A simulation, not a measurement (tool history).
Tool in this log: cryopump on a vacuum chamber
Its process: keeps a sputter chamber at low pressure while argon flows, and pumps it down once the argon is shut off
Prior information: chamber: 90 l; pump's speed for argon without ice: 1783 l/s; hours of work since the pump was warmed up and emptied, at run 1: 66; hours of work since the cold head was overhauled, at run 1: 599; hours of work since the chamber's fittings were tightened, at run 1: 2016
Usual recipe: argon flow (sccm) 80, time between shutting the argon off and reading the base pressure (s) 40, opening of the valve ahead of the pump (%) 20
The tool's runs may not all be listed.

| run | hour | argon flow (sccm) | time between shutting the argon off and reading the base pressure (s) | opening of the valve ahead of the pump (%) | hours of work since the pump was warmed up and emptied | hours of work since the cold head was overhauled | hours of work since the chamber's fittings were tightened | pressure while argon flows (Pa) | pressure after the wait (uPa) |
|---|---|---|---|---|---|---|---|---|---|
| 1 | 0 | 80 | 40 | 20 | 66 | 599 | 2016 | 0.3833 | 2.08 |
| 2 | 30.4 | 80 | 40 | 20 | 88 | 622 | 2038 | 0.3817 | 2.11 |
| 3 | 48 | 80 | 40 | 20 | 101 | 634 | 2051 | 0.3819 | 2.06 |
| 4 | 82.3 | 80 | 40 | 20 | 126 | 659 | 2076 | 0.3825 | 2.06 |
| 5 | 105.1 | 80 | 40 | 21 | 143 | 676 | 2093 | 0.3657 | 2.06 |
| 6 | 126 | 80 | 57 | 20 | 158 | 691 | 2108 | 0.3813 | 1.61 |
| 7 | 151 | 80 | 57 | 20 | 176 | 710 | 2126 | 0.3808 | 1.65 |
| 8 | 182.6 | 80 | 57 | 20 | 199 | 733 | 2149 | 0.3848 | 1.71 |
| 9 | 215.8 | 80 | 57 | 20 | 224 | 757 | 2174 | 0.3852 | 1.71 |
| 10 | 245.6 | 80 | 40 | 48 | 245 | 779 | 2195 | 0.1666 | 2.12 |
| 11 | 278.5 | 80 | 93 | 48 | 269 | 803 | 2219 | 0.1671 | 1.33 |
| 12 | 298.7 | 80 | 93 | 48 | 284 | 818 | 2234 | 0.167 | 1.35 |
| 13 | 332.7 | 80 | 40 | 20 | 309 | 842 | 2259 | 0.3911 | 2.23 |
| 14 | 356 | 80 | 40 | 20 | 326 | 859 | 2276 | 0.389 | 2.14 |
| 15 | 390.7 | 80 | 40 | 20 | 352 | 885 | 2301 | 0.3876 | 2.15 |
| 16 | 422.2 | 80 | 40 | 28 | 375 | 908 | 2324 | 0.2819 | 2.21 |
| 17 | 443 | 80 | 40 | 28 | 390 | 923 | 2340 | 0.2817 | 2.19 |
| 18 | 476 | 82 | 28 | 59 | 414 | 947 | 2364 | 0.1474 | 2.78 |
| 19 | 503.9 | 80 | 99 | 20 | 434 | 968 | 2384 | 0.3909 | 1.45 |
| 20 | 531.5 | 48 | 223 | 20 | 454 | 988 | 2404 | 0.2355 | 1.06 |
| 21 | 547.3 | 80 | 136 | 20 | 466 | 999 | 2416 | 0.3947 | 1.29 |
| 22 | 578.1 | 80 | 136 | 20 | 488 | 1022 | 2438 | 0.3959 | 1.3 |
| 23 | 594.4 | 80 | 40 | 18 | 500 | 1034 | 2450 | 0.4334 | 2.32 |
|  | 614.8 | pump warmed up, emptied and cooled again |
| 24 | 620.8 | 68 | 234 | 48 | 4 | 1049 | 2466 | 0.1346 | 0.98 |
| 25 | 636.4 | 68 | 234 | 48 | 16 | 1061 | 2477 | 0.1366 | 1 |
| 26 | 662.3 | 71 | 237 | 48 | 35 | 1080 | 2496 | 0.1429 | 0.99 |
| 27 | 690.9 | 71 | 237 | 48 | 56 | 1101 | 2517 | 0.1446 | 0.99 |
| 28 | 712.5 | 71 | 237 | 48 | 71 | 1116 | 2533 | 0.144 | 1.04 |
| 29 | 741.1 | 71 | 237 | 48 | 92 | 1137 | 2554 | 0.1426 | 1.01 |
| 30 | 764.3 | 66 | 164 | 38 | 109 | 1154 | 2571 | 0.169 | 1.12 |
| 31 | 787.1 | 66 | 164 | 38 | 126 | 1171 | 2587 | 0.1684 | 1.07 |
| 32 | 823.9 | 89 | 167 | 38 | 153 | 1198 | 2614 | 0.2278 | 1.15 |
| 33 | 848.3 | 89 | 75 | 18 | 171 | 1216 | 2632 | 0.4718 | 1.53 |
| 34 | 883 | 89 | 75 | 18 | 196 | 1241 | 2658 | 0.4781 | 1.58 |

Some steps in pressure while argon flows (Pa) between neighbouring runs. How much of each would the tool show without its hidden state too (settings, what came in, random variation), and how much is left for the hidden state, with any gauge scatter that isn't in both results?
What the log doesn't record here: pump's speed, % of a pump's without ice; cold plate's temperature, K; leak into the chamber, uPa l/s; drift of the gauge itself on working_pa, %; drift of the gauge itself on base_upa, %.
Run 18 -> 19: argon flow (sccm) 82 -> 80, time between shutting the argon off and reading the base pressure (s) 28 -> 99, opening of the valve ahead of the pump (%) 59 -> 20. pressure while argon flows (Pa) +0.2435: hidden state +0.0001, all else +0.2434.
Run 19 -> 20: argon flow (sccm) 80 -> 48, time between shutting the argon off and reading the base pressure (s) 99 -> 223. pressure while argon flows (Pa) -0.1554: hidden state -0.005, all else -0.1504.
Run 20 -> 21: argon flow (sccm) 48 -> 80, time between shutting the argon off and reading the base pressure (s) 223 -> 136. pressure while argon flows (Pa) +0.1592: hidden state +0.0062, all else +0.153.
Run 23 -> 24: argon flow (sccm) 80 -> 68, time between shutting the argon off and reading the base pressure (s) 40 -> 234, opening of the valve ahead of the pump (%) 18 -> 48, pump warmed up, emptied and cooled again. pressure while argon flows (Pa) -0.2988: hidden state -0.0146, all else -0.2842.
Run 32 -> 33: time between shutting the argon off and reading the base pressure (s) 167 -> 75, opening of the valve ahead of the pump (%) 38 -> 18. pressure while argon flows (Pa) +0.244: hidden state +0.0005, all else +0.2435.
